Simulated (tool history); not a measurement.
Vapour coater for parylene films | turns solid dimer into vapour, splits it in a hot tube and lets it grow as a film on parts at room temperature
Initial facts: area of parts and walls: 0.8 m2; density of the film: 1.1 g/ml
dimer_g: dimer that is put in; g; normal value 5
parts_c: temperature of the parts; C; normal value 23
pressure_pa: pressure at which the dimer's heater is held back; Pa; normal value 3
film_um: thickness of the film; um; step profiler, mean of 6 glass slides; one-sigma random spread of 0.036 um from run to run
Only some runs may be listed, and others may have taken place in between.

| run | hour | dimer_g | parts_c | pressure_pa | film_um |
|---|---|---|---|---|---|
| 1 | 0 | 5 | 23 | 3 | 3.51 |
| 2 | 78.2 | 5 | 26 | 3 | 3.31 |
| 3 | 117.9 | 5 | 26 | 3 | 3.35 |
| 4 | 164.8 | 5 | 24 | 3 | 3.37 |
| 5 | 220.1 | 5 | 24 | 3 | 3.28 |
| 6 | 306.2 | 5 | 24 | 3 | 3.21 |
| 7 | 384.6 | 5 | 23 | 3 | 3.24 |
|  | 402.6 | trap's valve overhauled |
| 8 | 456.1 | 3 | 23 | 3 | 2.22 |
| 9 | 519.3 | 5 | 23 | 3 | 3.66 |
| 10 | 605.9 | 5 | 23 | 3 | 3.62 |
| 11 | 653.7 | 5 | 23 | 3 | 3.56 |
| 12 | 710.2 | 5 | 23 | 3 | 3.53 |
| 13 | 757.4 | 5 | 23 | 3 | 3.47 |
| 14 | 821 | 5 | 23 | 3 | 3.41 |
|  | 830 | table's thermometer calibrated |
| 15 | 899.4 | 5 | 23 | 3 | 3.35 |
| 16 | 983.6 | 5 | 23 | 3 | 3.26 |
| 17 | 1043.9 | 5 | 23 | 3 | 3.23 |
|  | 1052.4 | trap's valve overhauled |
| 18 | 1100 | 5 | 23 | 3 | 3.76 |
| 19 | 1166.1 | 5 | 23 | 3 | 3.75 |
| 20 | 1238.4 | 5 | 24 | 3 | 3.58 |
| 21 | 1311.1 | 5 | 24 | 7.34 | 3.16 |
|  | 1340.6 | table's thermometer calibrated, once more |
| 22 | 1347.6 | 3 | 16 | 3.6 | 2.22 |
| 23 | 1393.1 | 9 | 33 | 9.88 | 4.39 |
| 24 | 1473 | 3 | 15 | 10.27 | 1.88 |
| 25 | 1518.8 | 3 | 15 | 10.27 | 1.85 |
| 26 | 1563.3 | 4 | 25 | 8.19 | 2.15 |
| 27 | 1607 | 4 | 25 | 8.19 | 2.12 |
| 28 | 1665.9 | 4 | 26 | 3 | 2.48 |
|  | 1705.3 | trap's valve overhauled |
| 29 | 1728.8 | 4 | 26 | 3 | 2.87 |
| 30 | 1765 | 3 | 23 | 3.63 | 2.14 |
| 31 | 1805.7 | 3 | 23 | 3.63 | 2.11 |
| 32 | 1853.4 | 4 | 18 | 2.5 | 3.18 |
| 33 | 1925.8 | 7 | 22 | 3 | 5.1 |
| 34 | 1974.9 | 5 | 29 | 3 | 3.19 |
| 35 | 2010.8 | 8 | 32 | 5.33 | 4.44 |
| 36 | 2052.2 | 7 | 35 | 2.4 | 4.17 |
| 37 | 2123.5 | 2 | 18 | 6.68 | 1.28 |
| 38 | 2188.6 | 5 | 35 | 2.54 | 2.82 |
| 39 | 2235.6 | 4 | 23 | 3 | 2.67 |
| 40 | 2287.2 | 4 | 23 | 3 | 2.56 |
|  | 2352.9 | trap's valve overhauled |
| 41 | 2366.3 | 4 | 23 | 3 | 2.96 |

Each row is a separate what-if for the run after 41, all from the same tool condition, not one after another. Results?
| A | 2424.5 | 5 | 21 | 6.08 | ? |
| B | 2424.5 | 3 | 23 | 3 | ? |
| C | 2424.5 | 4 | 23 | 3.8 | ? |

| run | film_um |
|---|---|
| A | 3.33 |
| B | 2.24 |
| C | 2.86 |
What these runs would have given with no unlogged condition in the tool:
| run | film_um |
|---|---|
| A | 3.38 |
| B | 2.27 |
| C | 2.9 |

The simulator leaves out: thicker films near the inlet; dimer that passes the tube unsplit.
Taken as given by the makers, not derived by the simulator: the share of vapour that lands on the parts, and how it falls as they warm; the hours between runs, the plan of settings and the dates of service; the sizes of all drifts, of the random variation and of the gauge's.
